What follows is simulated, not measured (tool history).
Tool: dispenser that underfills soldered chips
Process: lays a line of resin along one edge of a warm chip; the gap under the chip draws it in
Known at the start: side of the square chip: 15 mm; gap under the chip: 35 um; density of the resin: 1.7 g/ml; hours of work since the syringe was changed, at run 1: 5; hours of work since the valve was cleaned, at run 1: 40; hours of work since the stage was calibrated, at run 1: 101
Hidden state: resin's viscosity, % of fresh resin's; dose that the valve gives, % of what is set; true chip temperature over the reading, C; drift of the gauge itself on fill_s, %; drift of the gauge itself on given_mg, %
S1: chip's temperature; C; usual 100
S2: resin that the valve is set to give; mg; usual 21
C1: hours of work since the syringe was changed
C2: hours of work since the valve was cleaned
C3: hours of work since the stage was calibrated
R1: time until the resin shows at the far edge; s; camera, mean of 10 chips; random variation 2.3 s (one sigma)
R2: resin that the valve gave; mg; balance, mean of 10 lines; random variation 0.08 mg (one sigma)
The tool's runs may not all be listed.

| run | day | S1 | S2 | C1 | C2 | C3 | R1 | R2 |
|---|---|---|---|---|---|---|---|---|
| 1 | 0 | 100 | 21 | 5 | 40 | 101 | 332.6 | 20.39 |
| 2 | 0.2 | 88 | 21 | 8 | 44 | 105 | 667.4 | 20.35 |
|  | 0.262 | new syringe of resin |
| 3 | 0.3 | 88 | 21 | 1 | 45 | 107 | 341.5 | 20.48 |
| 4 | 0.479 | 88 | 21 | 4 | 49 | 110 | 444.4 | 20.11 |
| 5 | 0.667 | 88 | 21 | 8 | 52 | 114 | 619.6 | 20.26 |
| 6 | 0.75 | 100 | 21 | 9 | 54 | 115 | 493.8 | 20.08 |
|  | 0.788 | new syringe of resin |
| 7 | 0.879 | 100 | 21 | 2 | 56 | 117 | 259.2 | 20.07 |
| 8 | 1.071 | 100 | 21 | 5 | 60 | 121 | 356 | 20.03 |
| 9 | 1.267 | 100 | 21.8 | 9 | 63 | 125 | 487.4 | 20.8 |
|  | 1.304 | new syringe of resin |
| 10 | 1.458 | 100 | 19.4 | 3 | 67 | 128 | 289.6 | 18.57 |
| 11 | 1.579 | 100 | 20.2 | 5 | 69 | 130 | 350.7 | 19.27 |
| 12 | 1.767 | 100 | 20.2 | 9 | 72 | 134 | 473.6 | 19.16 |
|  | 1.829 | new syringe of resin |
| 13 | 1.962 | 100 | 20.2 | 2 | 76 | 137 | 280.8 | 19.03 |
| 14 | 2.1 | 103 | 20.2 | 5 | 78 | 140 | 328.5 | 19.03 |
| 15 | 2.254 | 103 | 20.2 | 8 | 81 | 143 | 418.8 | 19.04 |
|  | 2.35 | new syringe of resin |
| 16 | 2.467 | 113 | 20.2 | 2 | 85 | 147 | 195.8 | 18.85 |
| 17 | 2.65 | 113 | 20.2 | 6 | 88 | 150 | 265.9 | 18.86 |
| 18 | 2.75 | 99 | 21 | 7 | 90 | 152 | 450.7 | 19.58 |
|  | 2.867 | new syringe of resin |
|  | 2.925 | dispensing valve cleaned and set on the balance |
| 19 | 3 | 103 | 25.7 | 2 | 1 | 156 | 234.1 | 25.66 |
| 20 | 3.167 | 102 | 18.9 | 5 | 5 | 159 | 328.2 | 18.93 |
| 21 | 3.346 | 97 | 24.7 | 8 | 8 | 162 | 489.1 | 24.55 |
|  | 3.433 | new syringe of resin |
| 22 | 3.525 | 93 | 26.9 | 2 | 11 | 165 | 303.9 | 26.78 |
| 23 | 3.725 | 113 | 18.4 | 5 | 15 | 169 | 257.4 | 18.25 |
| 24 | 3.925 | 86 | 24.4 | 9 | 19 | 173 | 722.1 | 24.07 |
|  | 3.958 | new syringe of resin |
| 25 | 4.05 | 112 | 23.9 | 2 | 21 | 175 | 180.3 | 23.64 |
| 26 | 4.175 | 112 | 23.9 | 4 | 23 | 177 | 225.6 | 23.58 |
| 27 | 4.312 | 112 | 19.7 | 7 | 26 | 180 | 284.4 | 19.6 |
|  | 4.479 | new syringe of resin |
| 28 | 4.512 | 112 | 20.3 | 1 | 29 | 183 | 168.3 | 19.93 |
| 29 | 4.696 | 114 | 26.2 | 4 | 32 | 187 | 209.9 | 25.54 |
| 30 | 4.829 | 114 | 26.2 | 7 | 35 | 189 | 263.8 | 25.57 |
| 31 | 4.954 | 87 | 19.4 | 9 | 37 | 191 | 711.7 | 19.03 |
|  | 5 | new syringe of resin |
| 32 | 5.167 | 87 | 19.4 | 3 | 41 | 195 | 431.1 | 18.95 |
| 33 | 5.3 | 86 | 18.1 | 6 | 44 | 198 | 563.1 | 17.48 |
| 34 | 5.483 | 86 | 18.1 | 9 | 47 | 201 | 763.3 | 17.45 |
|  | 5.512 | new syringe of resin |
| 35 | 5.596 | 86 | 18.1 | 2 | 49 | 203 | 389.4 | 17.46 |
| 36 | 5.721 | 100 | 25.9 | 4 | 51 | 205 | 304.8 | 24.95 |

Hidden state or all else? Some run-to-run changes of R1, split into what the settings, what came in and random variation would give without the hidden state, and what is left for the hidden state (with any gauge scatter that isn't in both results):
Run 2 -> 3: new syringe of resin. R1 -325.9 s: hidden state -331.7, all else +5.8.
Run 23 -> 24: S1 113 -> 86, S2 18.4 -> 24.4. R1 +464.7 s: hidden state +294.3, all else +170.4.
Run 24 -> 25: S1 86 -> 112, S2 24.4 -> 23.9, new syringe of resin. R1 -541.8 s: hidden state -364.4, all else -177.4.
Run 30 -> 31: S1 114 -> 87, S2 26.2 -> 19.4. R1 +447.9 s: hidden state +263.1, all else +184.8.
Run 34 -> 35: new syringe of resin. R1 -373.9 s: hidden state -370.8, all else -3.1.
